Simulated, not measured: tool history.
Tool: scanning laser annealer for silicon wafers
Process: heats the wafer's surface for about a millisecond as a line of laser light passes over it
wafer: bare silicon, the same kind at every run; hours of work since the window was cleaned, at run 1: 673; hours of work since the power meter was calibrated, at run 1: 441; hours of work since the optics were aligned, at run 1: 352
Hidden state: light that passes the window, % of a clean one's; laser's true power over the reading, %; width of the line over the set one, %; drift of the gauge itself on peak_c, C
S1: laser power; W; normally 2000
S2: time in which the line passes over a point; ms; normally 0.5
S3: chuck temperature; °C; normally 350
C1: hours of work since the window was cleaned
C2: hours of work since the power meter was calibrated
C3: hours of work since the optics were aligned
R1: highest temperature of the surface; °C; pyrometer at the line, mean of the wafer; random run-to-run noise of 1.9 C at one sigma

Run 1, hour 0: usual settings; C1 673; C2 441; C3 352. Result: R1 1184 °C.
Run 2, hour 17.7: usual settings but S2 0.556 ms; C1 684; C2 453; C3 364. Result: R1 1231 °C.
Run 3, hour 29.3: usual settings but S2 0.556 ms; C1 692; C2 460; C3 371. Result: R1 1232 °C.
Run 4, hour 46.4: usual settings; C1 703; C2 471; C3 383. Result: R1 1182 °C.
Run 5, hour 58.1: usual settings; C1 711; C2 479; C3 390. Result: R1 1180 °C.
Run 6, hour 70.4: usual settings; C1 719; C2 487; C3 398. Result: R1 1180 °C.
Run 7, hour 88.8: usual settings but S1 1722 W, S2 0.562 ms, S3 329 °C; C1 731; C2 499; C3 410. Result: R1 1095 °C.
Run 8, hour 108.5: usual settings but S1 1722 W, S2 0.562 ms, S3 329 °C; C1 743; C2 512; C3 423. Result: R1 1095 °C.
Run 9, hour 118.8: usual settings but S1 1789 W, S2 0.488 ms, S3 315 °C; C1 750; C2 519; C3 430. Result: R1 1050 °C.
Run 10, hour 133.5: usual settings but S1 2199 W, S2 0.405 ms, S3 336 °C; C1 760; C2 528; C3 439. Result: R1 1147 °C.
At hour 136.9: window over the wafer cleaned.
Run 11, hour 151: usual settings but S1 2135 W, S2 0.514 ms; C1 9; C2 538; C3 449. Result: R1 1248 °C.

3 options for the next run, each taken on its own from the tool as it stands now. Forecast them:
Run A, hour 169: usual settings but S1 2154 W, S2 0.353 ms, S3 390 °C; C1 21; C2 550; C3 461. Result: R1 ?.
Run B, hour 169: usual settings but S3 311 °C; C1 21; C2 550; C3 461. Result: R1 ?.
Run C, hour 169: usual settings but S2 0.557 ms, S3 356 °C; C1 21; C2 550; C3 461. Result: R1 ?.

run    R1
  A  1133
  B  1141
  C  1236
Without the tool's unlogged condition, the same runs would have read:
run    R1
  A  1133
  B  1141
  C  1236
